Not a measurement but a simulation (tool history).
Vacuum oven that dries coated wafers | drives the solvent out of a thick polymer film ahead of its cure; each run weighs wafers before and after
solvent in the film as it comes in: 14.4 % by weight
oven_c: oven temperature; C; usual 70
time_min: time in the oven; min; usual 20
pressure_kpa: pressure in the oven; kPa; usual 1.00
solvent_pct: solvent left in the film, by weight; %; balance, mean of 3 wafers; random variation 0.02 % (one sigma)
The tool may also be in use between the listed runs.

run 1 day=0.000 | oven_c=70 time_min=20 pressure_kpa=1.00 | solvent_pct=0.98
run 2 day=1.829 | oven_c=70 time_min=20 pressure_kpa=1.00 | solvent_pct=0.99
run 3 day=3.733 | oven_c=70 time_min=20 pressure_kpa=1.00 | solvent_pct=1.03
run 4 day=7.846 | oven_c=70 time_min=20 pressure_kpa=1.00 | solvent_pct=1.03
run 5 day=10.175 | oven_c=70 time_min=20 pressure_kpa=1.00 | solvent_pct=1.02
run 6 day=12.121 | oven_c=70 time_min=20 pressure_kpa=1.00 | solvent_pct=1.06
run 7 day=13.967 | oven_c=70 time_min=20 pressure_kpa=1.00 | solvent_pct=1.05
run 8 day=16.162 | oven_c=70 time_min=20 pressure_kpa=1.00 | solvent_pct=1.05
run 9 day=18.262 | oven_c=70 time_min=20 pressure_kpa=1.00 | solvent_pct=1.08
run 10 day=21.200 | oven_c=70 time_min=20 pressure_kpa=1.00 | solvent_pct=1.05
run 11 day=23.571 | oven_c=76 time_min=20 pressure_kpa=1.00 | solvent_pct=0.65
run 12 day=27.129 | oven_c=70 time_min=23 pressure_kpa=1.00 | solvent_pct=0.92
run 13 day=30.533 | oven_c=70 time_min=23 pressure_kpa=1.00 | solvent_pct=0.92
run 14 day=33.471 | oven_c=70 time_min=23 pressure_kpa=1.00 | solvent_pct=0.93
run 15 day=37.012 | oven_c=70 time_min=23 pressure_kpa=1.00 | solvent_pct=0.87
run 16 day=39.192 | oven_c=70 time_min=20 pressure_kpa=1.00 | solvent_pct=1.05
run 17 day=41.321 | oven_c=70 time_min=20 pressure_kpa=1.00 | solvent_pct=1.03
run 18 day=44.908 | oven_c=70 time_min=20 pressure_kpa=1.00 | solvent_pct=1.01
run 19 day=47.642 | oven_c=70 time_min=20 pressure_kpa=1.00 | solvent_pct=1.06
run 20 day=50.046 | oven_c=70 time_min=20 pressure_kpa=1.00 | solvent_pct=1.08
run 21 day=52.721 | oven_c=70 time_min=20 pressure_kpa=1.00 | solvent_pct=1.09
run 22 day=55.071 | oven_c=70 time_min=20 pressure_kpa=1.00 | solvent_pct=1.10
run 23 day=59.096 | oven_c=70 time_min=20 pressure_kpa=1.00 | solvent_pct=1.12
run 24 day=61.288 | oven_c=71 time_min=20 pressure_kpa=1.00 | solvent_pct=1.02
run 25 day=65.129 | oven_c=80 time_min=20 pressure_kpa=0.96 | solvent_pct=0.52
run 26 day=68.054 | oven_c=68 time_min=24 pressure_kpa=0.78 | solvent_pct=0.98
run 27 day=70.929 | oven_c=72 time_min=24 pressure_kpa=3.08 | solvent_pct=1.84
run 28 day=74.071 | oven_c=57 time_min=24 pressure_kpa=1.67 | solvent_pct=3.56
run 29 day=75.825 | oven_c=70 time_min=24 pressure_kpa=3.09 | solvent_pct=2.09
run 30 day=78.954 | oven_c=70 time_min=24 pressure_kpa=3.09 | solvent_pct=2.11
run 31 day=80.646 | oven_c=70 time_min=24 pressure_kpa=3.09 | solvent_pct=2.12
run 32 day=84.446 | oven_c=70 time_min=24 pressure_kpa=3.09 | solvent_pct=2.12
run 33 day=88.254 | oven_c=58 time_min=18 pressure_kpa=0.82 | solvent_pct=3.68
run 34 day=90.442 | oven_c=62 time_min=25 pressure_kpa=1.91 | solvent_pct=2.64
run 35 day=94.075 | oven_c=61 time_min=25 pressure_kpa=0.55 | solvent_pct=1.85
run 36 day=97.904 | oven_c=72 time_min=16 pressure_kpa=0.66 | solvent_pct=1.21
run 37 day=99.612 | oven_c=69 time_min=20 pressure_kpa=2.47 | solvent_pct=2.25
run 38 day=102.362 | oven_c=55 time_min=11 pressure_kpa=3.58 | solvent_pct=8.26
run 39 day=105.096 | oven_c=70 time_min=28 pressure_kpa=1.00 | solvent_pct=1.00
run 40 day=107.083 | oven_c=70 time_min=28 pressure_kpa=1.00 | solvent_pct=1.01
run 41 day=110.554 | oven_c=70 time_min=28 pressure_kpa=1.00 | solvent_pct=1.02
run 42 day=113.462 | oven_c=70 time_min=28 pressure_kpa=1.00 | solvent_pct=1.07
run 43 day=115.833 | oven_c=70 time_min=28 pressure_kpa=1.00 | solvent_pct=1.04
run 44 day=118.179 | oven_c=70 time_min=28 pressure_kpa=1.00 | solvent_pct=1.04
run 45 day=119.846 | oven_c=70 time_min=23 pressure_kpa=1.33 | solvent_pct=1.39
run 46 day=121.996 | oven_c=70 time_min=23 pressure_kpa=1.33 | solvent_pct=1.39

Not shown: 1 entry that the log had between the listed runs. Between which runs, and how does the tool's hidden state differ before and after?
Between runs 14 and 15: oven's thermocouples calibrated (day 36.358)
  true wafer temperature over the reading, C: -1.2 -> -0.03; true pressure over the reading, kPa: 0.187 -> 0.207
  measured less the result without the state, solvent_pct: +0.19 -> +0.12 %
